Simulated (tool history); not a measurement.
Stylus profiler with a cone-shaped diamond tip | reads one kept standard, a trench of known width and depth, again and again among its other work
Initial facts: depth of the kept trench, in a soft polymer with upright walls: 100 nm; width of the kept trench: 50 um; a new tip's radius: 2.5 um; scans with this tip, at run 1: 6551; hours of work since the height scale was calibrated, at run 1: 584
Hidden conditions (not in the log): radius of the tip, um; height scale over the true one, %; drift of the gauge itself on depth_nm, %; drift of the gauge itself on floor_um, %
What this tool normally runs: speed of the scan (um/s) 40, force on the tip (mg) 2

| run | hour | speed of the scan (um/s) | force on the tip (mg) | scans with this tip | hours of work since the height scale was calibrated | depth of the trench (angstrom) | width of the trench's floor (um) |
|---|---|---|---|---|---|---|---|
| 1 | 0 | 40 | 2 | 6551 | 584 | 1011 | 47.65 |
| 2 | 74.1 | 40 | 2 | 7086 | 632 | 1010.4 | 47.61 |
| 3 | 180 | 40 | 2 | 7852 | 700 | 1011 | 47.47 |
| 4 | 280.8 | 15 | 2 | 8580 | 765 | 1011.5 | 47.53 |
|  | 292.7 | new tip fitted, height scale calibrated |
| 5 | 362.2 | 15 | 2 | 502 | 45 | 1009.7 | 48.45 |
| 6 | 454.6 | 15 | 2 | 1171 | 104 | 1009.8 | 48.37 |
| 7 | 530.9 | 15 | 2 | 1722 | 154 | 1009.3 | 48.3 |
| 8 | 622.1 | 15 | 2 | 2381 | 212 | 1009.5 | 48.19 |
| 9 | 730.5 | 15 | 2 | 3164 | 282 | 1009.6 | 48.07 |
| 10 | 794.7 | 15 | 2 | 3628 | 324 | 1009.9 | 48.07 |
|  | 802.4 | height scale calibrated on a step standard |
| 11 | 889.2 | 14 | 2 | 4308 | 56 | 1010.5 | 47.95 |
| 12 | 967.8 | 14 | 2 | 4876 | 107 | 1010.1 | 47.87 |
| 13 | 1064.1 | 11 | 2 | 5572 | 169 | 1010.2 | 47.77 |
| 14 | 1130.3 | 11 | 2 | 6051 | 211 | 1010.9 | 47.74 |
|  | 1143.4 | height scale calibrated on a step standard, once more |
| 15 | 1229 | 40 | 1.57 | 6761 | 55 | 1008.5 | 47.55 |
| 16 | 1302.7 | 23 | 1.33 | 7293 | 103 | 1007.4 | 47.63 |
| 17 | 1415.9 | 38 | 2.43 | 8111 | 176 | 1011.8 | 47.52 |
| 18 | 1474.8 | 46 | 3.02 | 8537 | 214 | 1012.6 | 47.41 |
|  | 1494.2 | new tip fitted, height scale calibrated |
| 19 | 1538.9 | 46 | 3.02 | 323 | 29 | 1012.6 | 48.4 |
| 20 | 1642.7 | 46 | 3.02 | 1073 | 96 | 1012.4 | 48.24 |
| 21 | 1742.5 | 157 | 5.36 | 1795 | 160 | 1018.4 | 48.01 |
| 22 | 1791.6 | 157 | 5.36 | 2149 | 192 | 1018.3 | 47.95 |
| 23 | 1903.4 | 11 | 0.81 | 2958 | 264 | 1004.9 | 48.08 |
| 24 | 2005 | 11 | 0.81 | 3692 | 329 | 1005.3 | 47.96 |
| 25 | 2098.5 | 32 | 1.09 | 4368 | 390 | 1006.6 | 47.76 |
| 26 | 2211.5 | 29 | 1.46 | 5185 | 462 | 1008.4 | 47.73 |
| 27 | 2269.6 | 29 | 1.46 | 5604 | 500 | 1008.1 | 47.75 |
| 28 | 2361.7 | 29 | 1.46 | 6270 | 559 | 1008.6 | 47.68 |
| 29 | 2453.1 | 13 | 2 | 6931 | 618 | 1010.6 | 47.65 |

Alternative continuations, all from the tool just after run 29; predict every row:
| A | 2521.1 | 70 | 2 | 7422 | 662 | ? | ? |
| B | 2521.1 | 79 | 1.03 | 7422 | 662 | ? | ? |
| C | 2521.1 | 13 | 1.84 | 7422 | 662 | ? | ? |
| D | 2521.1 | 38 | 2 | 7422 | 662 | ? | ? |
| E | 2521.1 | 23 | 5.41 | 7422 | 662 | ? | ? |

| run | depth of the trench (angstrom) | width of the trench's floor (um) |
|---|---|---|
| A | 1010.1 | 47.4 |
| B | 1006.8 | 47.33 |
| C | 1009.6 | 47.65 |
| D | 1010.3 | 47.57 |
| E | 1019.4 | 47.6 |
Without the tool's unlogged condition, the same runs would have read:
| run | depth of the trench (angstrom) | width of the trench's floor (um) |
|---|---|---|
| A | 1009.3 | 48.34 |
| B | 1006 | 48.28 |
| C | 1008.8 | 48.6 |
| D | 1009.5 | 48.52 |
| E | 1018.6 | 48.54 |

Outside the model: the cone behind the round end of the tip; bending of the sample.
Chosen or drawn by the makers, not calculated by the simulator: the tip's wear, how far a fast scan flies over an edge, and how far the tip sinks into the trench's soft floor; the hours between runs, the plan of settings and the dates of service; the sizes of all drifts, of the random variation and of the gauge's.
